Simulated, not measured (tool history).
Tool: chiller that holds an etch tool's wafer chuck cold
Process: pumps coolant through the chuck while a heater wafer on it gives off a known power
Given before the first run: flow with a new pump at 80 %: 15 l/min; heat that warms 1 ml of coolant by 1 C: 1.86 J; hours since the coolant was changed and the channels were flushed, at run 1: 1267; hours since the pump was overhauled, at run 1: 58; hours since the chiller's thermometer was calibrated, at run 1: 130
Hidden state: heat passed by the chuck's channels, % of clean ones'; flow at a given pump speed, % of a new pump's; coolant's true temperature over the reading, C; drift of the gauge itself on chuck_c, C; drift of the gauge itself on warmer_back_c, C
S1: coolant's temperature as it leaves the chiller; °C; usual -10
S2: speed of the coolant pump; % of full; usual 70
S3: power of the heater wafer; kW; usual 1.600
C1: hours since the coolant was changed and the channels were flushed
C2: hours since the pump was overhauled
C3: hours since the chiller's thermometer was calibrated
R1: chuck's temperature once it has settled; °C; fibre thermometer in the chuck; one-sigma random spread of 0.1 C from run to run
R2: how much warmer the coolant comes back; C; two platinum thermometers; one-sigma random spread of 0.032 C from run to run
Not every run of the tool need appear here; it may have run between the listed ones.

run 1 hour=0.0 | S1=-10 S2=70 S3=1.600 | C1=1267 C2=58 C3=130 | R1=8.9 R2=3.92
run 2 hour=138.3 | S1=-10 S2=70 S3=1.600 | C1=1405 C2=196 C3=268 | R1=8.9 R2=4.02
run 3 hour=240.2 | S1=-10 S2=70 S3=1.600 | C1=1507 C2=298 C3=370 | R1=8.9 R2=3.94
run 4 hour=339.5 | S1=-10 S2=70 S3=1.600 | C1=1606 C2=398 C3=469 | R1=8.8 R2=3.94
run 5 hour=404.8 | S1=-10 S2=70 S3=1.600 | C1=1672 C2=463 C3=535 | R1=9.0 R2=4.00
run 6 hour=510.2 | S1=-10 S2=70 S3=1.600 | C1=1777 C2=568 C3=640 | R1=9.1 R2=4.00
run 7 hour=577.8 | S1=-10 S2=70 S3=1.600 | C1=1845 C2=636 C3=708 | R1=9.0 R2=3.96
run 8 hour=679.3 | S1=-10 S2=70 S3=1.600 | C1=1946 C2=737 C3=809 | R1=9.1 R2=3.98
run 9 hour=786.4 | S1=-10 S2=70 S3=1.600 | C1=2053 C2=845 C3=916 | R1=9.2 R2=3.97
run 10 hour=911.0 | S1=-10 S2=70 S3=1.600 | C1=2178 C2=969 C3=1041 | R1=8.9 R2=4.04
run 11 hour=997.8 | S1=-10 S2=70 S3=1.600 | C1=2265 C2=1056 C3=1128 | R1=9.4 R2=4.09
run 12 hour=1084.9 | S1=-10 S2=70 S3=1.039 | C1=2352 C2=1143 C3=1215 | R1=2.6 R2=2.66
run 13 hour=1183.9 | S1=-12 S2=61 S3=1.287 | C1=2451 C2=1242 C3=1314 | R1=4.8 R2=3.77
run 14 hour=1301.8 | S1=-7 S2=68 S3=1.562 | C1=2569 C2=1360 C3=1432 | R1=12.2 R2=4.10
run 15 hour=1389.8 | S1=-7 S2=68 S3=1.562 | C1=2657 C2=1448 C3=1520 | R1=12.4 R2=4.10
run 16 hour=1493.3 | S1=-7 S2=68 S3=1.562 | C1=2760 C2=1551 C3=1623 | R1=12.5 R2=3.98
run 17 hour=1592.5 | S1=-7 S2=68 S3=1.562 | C1=2859 C2=1651 C3=1722 | R1=12.5 R2=4.11
run 18 hour=1694.4 | S1=-10 S2=93 S3=1.600 | C1=2961 C2=1752 C3=1824 | R1=6.9 R2=3.04
run 19 hour=1776.3 | S1=-10 S2=93 S3=1.600 | C1=3043 C2=1834 C3=1906 | R1=6.9 R2=3.08
run 20 hour=1924.4 | S1=-15 S2=77 S3=0.939 | C1=3191 C2=1982 C3=2054 | R1=-4.0 R2=2.12
run 21 hour=1991.7 | S1=-15 S2=77 S3=0.939 | C1=3258 C2=2050 C3=2122 | R1=-4.1 R2=2.16
run 22 hour=2075.1 | S1=-15 S2=77 S3=0.939 | C1=3342 C2=2133 C3=2205 | R1=-3.8 R2=2.22
run 23 hour=2143.2 | S1=-15 S2=77 S3=1.564 | C1=3410 C2=2201 C3=2273 | R1=3.5 R2=3.61
-- hour=2203.1 chiller's thermometer calibrated
run 24 hour=2222.3 | S1=-18 S2=82 S3=1.575 | C1=3488 C2=2279 C3=19 | R1=0.2 R2=3.37

A few steps of R1 between consecutive runs. Split each: what settings, incoming material and random variation would produce without the hidden state, and what is left over for the hidden state, along with gauge scatter present in only one of the two compared results (measured, and without hidden state):
Run 11 -> 12: S3 1.600 -> 1.039. R1 -6.8 °C: hidden state -0.4, all else -6.4.
Run 13 -> 14: S1 -12 -> -7, S2 61 -> 68, S3 1.287 -> 1.562. R1 +7.4 °C: hidden state +0.2, all else +7.2.
Run 19 -> 20: S1 -10 -> -15, S2 93 -> 77, S3 1.600 -> 0.939. R1 -10.9 °C: hidden state -0.4, all else -10.5.
Run 22 -> 23: S3 0.939 -> 1.564. R1 +7.3 °C: hidden state +0.8, all else +6.5.
